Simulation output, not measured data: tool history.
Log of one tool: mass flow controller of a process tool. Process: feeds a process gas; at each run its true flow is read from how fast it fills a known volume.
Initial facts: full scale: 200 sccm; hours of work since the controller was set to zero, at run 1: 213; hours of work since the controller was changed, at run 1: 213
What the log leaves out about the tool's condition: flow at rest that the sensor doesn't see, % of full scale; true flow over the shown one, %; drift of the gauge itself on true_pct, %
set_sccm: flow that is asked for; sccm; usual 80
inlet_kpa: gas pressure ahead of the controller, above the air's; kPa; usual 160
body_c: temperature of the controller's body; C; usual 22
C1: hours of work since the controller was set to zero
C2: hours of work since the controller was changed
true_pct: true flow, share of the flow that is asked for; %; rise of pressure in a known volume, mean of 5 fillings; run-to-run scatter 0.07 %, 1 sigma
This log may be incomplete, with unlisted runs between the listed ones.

{"run": 1, "hour": 0.0, "set_sccm": 80, "inlet_kpa": 160, "body_c": 22, "C1": 213, "C2": 213, "true_pct": 97.99}
{"run": 2, "hour": 115.2, "set_sccm": 80, "inlet_kpa": 246, "body_c": 22, "C1": 255, "C2": 255, "true_pct": 98.23}
{"run": 3, "hour": 205.8, "set_sccm": 80, "inlet_kpa": 160, "body_c": 22, "C1": 288, "C2": 288, "true_pct": 98.16}
{"run": 4, "hour": 321.8, "set_sccm": 80, "inlet_kpa": 160, "body_c": 22, "C1": 331, "C2": 331, "true_pct": 98.1}
{"run": 5, "hour": 417.7, "set_sccm": 80, "inlet_kpa": 160, "body_c": 22, "C1": 366, "C2": 366, "true_pct": 98.14}
{"run": 6, "hour": 537.0, "set_sccm": 80, "inlet_kpa": 160, "body_c": 22, "C1": 410, "C2": 410, "true_pct": 98.21}
{"run": 7, "hour": 643.0, "set_sccm": 80, "inlet_kpa": 160, "body_c": 22, "C1": 449, "C2": 449, "true_pct": 98.29}
{"run": 8, "hour": 715.9, "set_sccm": 80, "inlet_kpa": 160, "body_c": 22, "C1": 476, "C2": 476, "true_pct": 98.25}
{"hour": 721.9, "done": "controller's zero set anew"}
{"run": 9, "hour": 830.3, "set_sccm": 80, "inlet_kpa": 160, "body_c": 22, "C1": 40, "C2": 518, "true_pct": 98.39}
{"run": 10, "hour": 943.1, "set_sccm": 80, "inlet_kpa": 160, "body_c": 22, "C1": 81, "C2": 559, "true_pct": 98.4}
{"run": 11, "hour": 1023.9, "set_sccm": 38, "inlet_kpa": 216, "body_c": 34, "C1": 111, "C2": 589, "true_pct": 100.07}
{"run": 12, "hour": 1094.3, "set_sccm": 99, "inlet_kpa": 259, "body_c": 23, "C1": 137, "C2": 615, "true_pct": 99.05}
{"run": 13, "hour": 1215.6, "set_sccm": 50, "inlet_kpa": 236, "body_c": 26, "C1": 182, "C2": 659, "true_pct": 99.19}
{"run": 14, "hour": 1302.4, "set_sccm": 66, "inlet_kpa": 272, "body_c": 26, "C1": 214, "C2": 691, "true_pct": 99.08}
{"run": 15, "hour": 1376.4, "set_sccm": 66, "inlet_kpa": 272, "body_c": 26, "C1": 241, "C2": 719, "true_pct": 99.16}

Branching from run 15: 3 alternative next runs. What would each branch give?
{"hour": 1415.0, "done": "controller's zero set anew, once more"}
{"run": "A", "hour": 1486.5, "set_sccm": 80, "inlet_kpa": 160, "body_c": 32, "C1": 26, "C2": 759, "true_pct": "?"}
{"hour": 1415.0, "done": "controller's zero set anew, once more"}
{"run": "B", "hour": 1486.5, "set_sccm": 80, "inlet_kpa": 165, "body_c": 22, "C1": 26, "C2": 759, "true_pct": "?"}
{"hour": 1415.0, "done": "controller's zero set anew, once more"}
{"run": "C", "hour": 1486.5, "set_sccm": 39, "inlet_kpa": 153, "body_c": 27, "C1": 26, "C2": 759, "true_pct": "?"}

run=A true_pct=99.19
run=B true_pct=98.00
run=C true_pct=98.28
Without the tool's hidden state the same runs would have given:
run=A true_pct=98.71
run=B true_pct=97.52
run=C true_pct=97.62

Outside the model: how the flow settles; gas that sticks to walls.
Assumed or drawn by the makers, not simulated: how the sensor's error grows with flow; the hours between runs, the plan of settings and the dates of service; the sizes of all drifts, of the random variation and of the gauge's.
